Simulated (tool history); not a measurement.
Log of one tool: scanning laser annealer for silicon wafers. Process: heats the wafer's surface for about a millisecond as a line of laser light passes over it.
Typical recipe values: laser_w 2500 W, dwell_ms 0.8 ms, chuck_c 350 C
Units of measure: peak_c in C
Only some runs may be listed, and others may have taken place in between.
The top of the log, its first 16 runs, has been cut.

run	hour	laser_w	dwell_ms	chuck_c	peak_c
17	151	2500	0.8	350	1185
18	161.3	2532	0.65	388	1138
19	172.9	2434	0.884	350	1205
20	180.4	2736	0.585	345	1119
21	187.5	2602	0.8	320	1194
22	196.6	2602	0.8	320	1197
23	204	2602	0.8	320	1193
24	215.4	2500	0.8	357	1191
25	220.9	2657	0.8	350	1247
26	228	2178	0.659	350	979
27	240.4	2178	0.659	350	981
28	251.9	2500	0.575	384	1071
29	264.7	2505	0.575	322	1013
30	270.6	2195	0.8	389	1100
31	276.8	2318	0.822	381	1153
32	286.5	2500	0.89	351	1234
33	297.9	2500	0.8	368	1201

What if the next run were any one of these 5? Each begins from the tool's condition after run 33:
A	305.9	2166	0.957	373	?
B	305.9	2494	0.749	350	?
C	305.9	2500	0.681	320	?
D	305.9	2168	0.8	350	?
E	305.9	2500	0.927	368	?

run	peak_c
A	1152
B	1150
C	1080
D	1057
E	1277
Without the tool's hidden state the same runs would have given:
run	peak_c
A	1152
B	1151
C	1081
D	1057
E	1278
